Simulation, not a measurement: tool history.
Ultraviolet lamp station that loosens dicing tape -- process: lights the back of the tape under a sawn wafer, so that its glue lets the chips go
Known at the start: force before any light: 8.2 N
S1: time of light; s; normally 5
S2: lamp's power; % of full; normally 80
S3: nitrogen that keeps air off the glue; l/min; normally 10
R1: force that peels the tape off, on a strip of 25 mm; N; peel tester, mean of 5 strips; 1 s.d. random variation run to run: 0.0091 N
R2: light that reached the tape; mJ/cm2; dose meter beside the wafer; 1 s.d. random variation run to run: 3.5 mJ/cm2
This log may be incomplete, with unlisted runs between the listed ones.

{"run": 1, "hour": 0.0, "S1": 5, "S2": 80, "S3": 10, "R1": 0.502, "R2": 504}
{"run": 2, "hour": 6.5, "S1": 5, "S2": 80, "S3": 10, "R1": 0.506, "R2": 507}
{"run": 3, "hour": 12.5, "S1": 5, "S2": 80, "S3": 10, "R1": 0.493, "R2": 498}
{"run": 4, "hour": 18.1, "S1": 5, "S2": 65, "S3": 10, "R1": 0.775, "R2": 407}
{"run": 5, "hour": 25.6, "S1": 5, "S2": 65, "S3": 10, "R1": 0.799, "R2": 403}
{"run": 6, "hour": 33.3, "S1": 5, "S2": 80, "S3": 10, "R1": 0.535, "R2": 501}
{"run": 7, "hour": 40.3, "S1": 5, "S2": 62, "S3": 10, "R1": 0.89, "R2": 386}
{"run": 8, "hour": 48.3, "S1": 5, "S2": 62, "S3": 10, "R1": 0.943, "R2": 384}
{"run": 9, "hour": 56.6, "S1": 5, "S2": 62, "S3": 10, "R1": 0.893, "R2": 383}
{"run": 10, "hour": 62.3, "S1": 5, "S2": 62, "S3": 10, "R1": 0.937, "R2": 383}
{"run": 11, "hour": 68.7, "S1": 5, "S2": 62, "S3": 10, "R1": 0.896, "R2": 380}
{"run": 12, "hour": 76.7, "S1": 9, "S2": 80, "S3": 10, "R1": 0.16, "R2": 879}
{"run": 13, "hour": 82.5, "S1": 4, "S2": 80, "S3": 10, "R1": 0.844, "R2": 392}
{"hour": 83.6, "done": "window cleaned of glue's vapour"}
{"run": 14, "hour": 90.2, "S1": 4, "S2": 80, "S3": 10, "R1": 0.663, "R2": 438}
{"run": 15, "hour": 98.3, "S1": 3, "S2": 80, "S3": 10, "R1": 1.257, "R2": 335}
{"run": 16, "hour": 102.8, "S1": 3, "S2": 80, "S3": 10, "R1": 1.247, "R2": 331}
{"run": 17, "hour": 113.6, "S1": 4, "S2": 80, "S3": 10, "R1": 0.69, "R2": 433}
{"run": 18, "hour": 122.9, "S1": 4, "S2": 80, "S3": 10, "R1": 0.697, "R2": 439}
{"run": 19, "hour": 129.2, "S1": 4, "S2": 69, "S3": 9, "R1": 1.033, "R2": 375}
{"run": 20, "hour": 135.8, "S1": 4, "S2": 69, "S3": 9, "R1": 1.008, "R2": 379}
{"run": 21, "hour": 141.2, "S1": 9, "S2": 80, "S3": 10, "R1": 0.128, "R2": 978}
{"run": 22, "hour": 150.9, "S1": 9, "S2": 80, "S3": 10, "R1": 0.132, "R2": 973}
{"run": 23, "hour": 161.4, "S1": 4, "S2": 90, "S3": 3, "R1": 1.486, "R2": 487}
{"run": 24, "hour": 171.9, "S1": 4, "S2": 90, "S3": 3, "R1": 1.558, "R2": 486}
{"run": 25, "hour": 178.6, "S1": 8, "S2": 90, "S3": 3, "R1": 0.372, "R2": 976}
{"run": 26, "hour": 184.0, "S1": 10, "S2": 95, "S3": 6, "R1": 0.122, "R2": 1286}
{"run": 27, "hour": 194.0, "S1": 5, "S2": 69, "S3": 10, "R1": 0.609, "R2": 461}
{"run": 28, "hour": 200.3, "S1": 5, "S2": 80, "S3": 11, "R1": 0.385, "R2": 528}
{"run": 29, "hour": 207.4, "S1": 5, "S2": 80, "S3": 11, "R1": 0.4, "R2": 531}
{"run": 30, "hour": 215.0, "S1": 5, "S2": 99, "S3": 14, "R1": 0.203, "R2": 655}
{"run": 31, "hour": 222.0, "S1": 8, "S2": 61, "S3": 5, "R1": 0.566, "R2": 653}

Predict each of these 3 candidate next runs independently; none follows another, all start after run 31:
{"run": "A", "hour": 229.7, "S1": 4, "S2": 70, "S3": 6, "R1": "?", "R2": "?"}
{"run": "B", "hour": 229.7, "S1": 8, "S2": 61, "S3": 8, "R1": "?", "R2": "?"}
{"run": "C", "hour": 229.7, "S1": 3, "S2": 97, "S3": 5, "R1": "?", "R2": "?"}

run=A R1=1.499 R2=371
run=B R1=0.368 R2=643
run=C R1=1.547 R2=383
Stripped of hidden state, with their random variation kept, the same runs would have yielded:
run=A R1=1.346 R2=395
run=B R1=0.316 R2=685
run=C R1=1.394 R2=408
